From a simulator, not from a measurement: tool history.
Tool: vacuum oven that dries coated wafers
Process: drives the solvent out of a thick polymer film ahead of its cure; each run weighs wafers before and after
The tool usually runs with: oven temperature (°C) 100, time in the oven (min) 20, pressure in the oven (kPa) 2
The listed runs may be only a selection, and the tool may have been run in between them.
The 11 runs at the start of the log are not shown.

run	day	oven temperature (°C)	time in the oven (min)	pressure in the oven (kPa)	hours of work since the thermocouples were calibrated	hours of work since the vacuum gauge was cleaned of residue	solvent left in the film (%)
# day 29.279: oven's thermocouples calibrated
12	30.475	100	20	5.62	16	528	5.02
13	32.688	100	20	5.62	45	557	4.98
14	35.942	100	20	5.62	87	600	5.12
15	37.925	100	20	5.62	113	626	5
16	40.388	99	11	5.66	146	658	7.44
17	42.417	95	12	2.09	172	684	6.93
# day 43.042: oven's thermocouples calibrated, once more
18	45.35	95	12	2.09	30	722	6.68
19	46.871	105	15	2.86	50	742	3.19
20	48.708	85	31	2.95	74	766	6.47
21	51.954	85	31	2.95	117	808	6.64
22	54.271	106	30	2.92	147	839	1.56
23	55.908	106	30	1.21	169	860	0.91
24	58.858	106	30	1.21	207	899	0.85
25	61.529	106	30	1.21	242	934	0.85
26	63.804	106	30	1.21	272	964	0.85
27	66.454	106	30	1.21	307	998	0.91
28	68.062	100	30	6.14	328	1020	4.05
29	71.342	105	28	3.63	371	1063	2.1
30	74.254	108	14	3.63	409	1101	3.09

Here are 5 independent what-if runs from the current tool condition. What would each one return?
A	75.942	96	11	1.66	431	1123	?
B	75.942	93	20	2.35	431	1123	?
C	75.942	108	14	7.52	431	1123	?
D	75.942	100	33	2.19	431	1123	?
E	75.942	108	10	3.44	431	1123	?

run	solvent left in the film (%)
A	6.87
B	5.54
C	4.44
D	2.02
E	4.26
The same runs, with their run-to-run variation unchanged, on a tool lacking any hidden condition would have given:
run	solvent left in the film (%)
A	6.54
B	5.17
C	4.15
D	1.78
E	3.97
